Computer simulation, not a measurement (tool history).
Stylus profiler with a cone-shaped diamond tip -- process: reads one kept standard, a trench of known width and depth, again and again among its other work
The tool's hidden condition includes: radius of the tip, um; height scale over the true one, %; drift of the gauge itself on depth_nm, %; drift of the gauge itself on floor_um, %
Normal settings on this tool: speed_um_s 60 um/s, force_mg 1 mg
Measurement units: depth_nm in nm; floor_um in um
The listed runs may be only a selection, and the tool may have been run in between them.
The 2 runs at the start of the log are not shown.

| run | hour | speed_um_s | force_mg | scans with this tip | hours of work since the height scale was calibrated | depth_nm | floor_um |
|---|---|---|---|---|---|---|---|
| 3 | 47.7 | 60 | 1 | 1091 | 129 | 200.81 | 17.67 |
| 4 | 68.7 | 60 | 1 | 1209 | 143 | 201.01 | 17.67 |
| 5 | 97.6 | 60 | 1 | 1372 | 162 | 201.05 | 17.68 |
| 6 | 119.6 | 60 | 0.96 | 1496 | 177 | 200.87 | 17.71 |
| 7 | 144.3 | 60 | 0.96 | 1635 | 193 | 201.06 | 17.64 |
| 8 | 166.3 | 60 | 0.96 | 1759 | 208 | 201.05 | 17.64 |
| 9 | 189.5 | 60 | 0.96 | 1890 | 223 | 200.88 | 17.65 |
| 10 | 219.8 | 60 | 0.96 | 2060 | 243 | 200.88 | 17.62 |
| 11 | 234.8 | 60 | 0.96 | 2145 | 253 | 200.87 | 17.7 |
| 12 | 255.6 | 60 | 1 | 2262 | 267 | 200.78 | 17.68 |
| 13 | 284.1 | 60 | 1.97 | 2423 | 286 | 201.62 | 17.74 |
| 14 | 296.7 | 32 | 1 | 2494 | 294 | 200.97 | 17.88 |
| 15 | 311.3 | 32 | 1 | 2576 | 304 | 200.87 | 17.89 |
| 16 | 334.9 | 60 | 1.24 | 2709 | 320 | 200.99 | 17.71 |
| 17 | 361.5 | 60 | 1.24 | 2859 | 337 | 201.18 | 17.67 |
| 18 | 385.9 | 60 | 1.24 | 2996 | 354 | 200.97 | 17.65 |
| 19 | 401.4 | 60 | 1.24 | 3083 | 364 | 201.07 | 17.72 |
| 20 | 430.2 | 100 | 0.42 | 3246 | 383 | 200.44 | 16.81 |
| 21 | 455.7 | 100 | 0.78 | 3390 | 400 | 200.82 | 17.18 |
| 22 | 473 | 18 | 0.68 | 3487 | 412 | 200.59 | 17.88 |
| 23 | 488.1 | 147 | 0.61 | 3572 | 422 | 200.62 | 16.6 |
| 24 | 511 | 147 | 0.61 | 3701 | 437 | 200.32 | 16.6 |
| 25 | 529.7 | 64 | 0.89 | 3807 | 449 | 200.67 | 17.59 |
| 26 | 549.1 | 64 | 0.89 | 3916 | 462 | 200.66 | 17.55 |
| 27 | 570.3 | 45 | 2.98 | 4035 | 476 | 201.85 | 17.89 |

For run 28, what comes out?
| 28 | 588.2 | 45 | 2.98 | 4136 | 488 | ? | ? |

Run 28 yielded depth_nm 201.72 nm, floor_um 17.88 um.
With the hidden condition absent and the run-to-run variation left alone, this run would have shown depth_nm 201.97 nm, floor_um 18.07 um.
